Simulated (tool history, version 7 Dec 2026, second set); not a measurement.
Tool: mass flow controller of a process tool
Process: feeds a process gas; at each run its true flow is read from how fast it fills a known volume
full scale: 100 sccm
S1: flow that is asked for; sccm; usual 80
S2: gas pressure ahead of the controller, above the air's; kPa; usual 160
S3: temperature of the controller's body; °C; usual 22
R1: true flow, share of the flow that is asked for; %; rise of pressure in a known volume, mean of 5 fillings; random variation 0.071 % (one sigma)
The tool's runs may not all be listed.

Run 1, hour 0.0: usual settings. Result: R1 99.67 %.
Run 2, hour 83.1: usual settings. Result: R1 99.62 %.
Run 3, hour 129.2: usual settings. Result: R1 99.65 %.
Run 4, hour 224.6: usual settings. Result: R1 99.72 %.
Run 5, hour 292.9: usual settings but S1 17 sccm. Result: R1 97.87 %.
Run 6, hour 376.8: usual settings but S1 17 sccm. Result: R1 97.96 %.
Run 7, hour 417.5: usual settings but S1 92 sccm, S3 26 °C. Result: R1 99.54 %.
Run 8, hour 482.8: usual settings but S1 92 sccm, S3 26 °C. Result: R1 99.62 %.

Run 9 comes next. What will it give?
Run 9, hour 543.0: usual settings but S1 83 sccm, S2 171 kPa, S3 21 °C. Result: R1 ?.

{"run 9": {"R1": 99.85}}
Without the tool's hidden state the same run would have given R1 99.77 %.

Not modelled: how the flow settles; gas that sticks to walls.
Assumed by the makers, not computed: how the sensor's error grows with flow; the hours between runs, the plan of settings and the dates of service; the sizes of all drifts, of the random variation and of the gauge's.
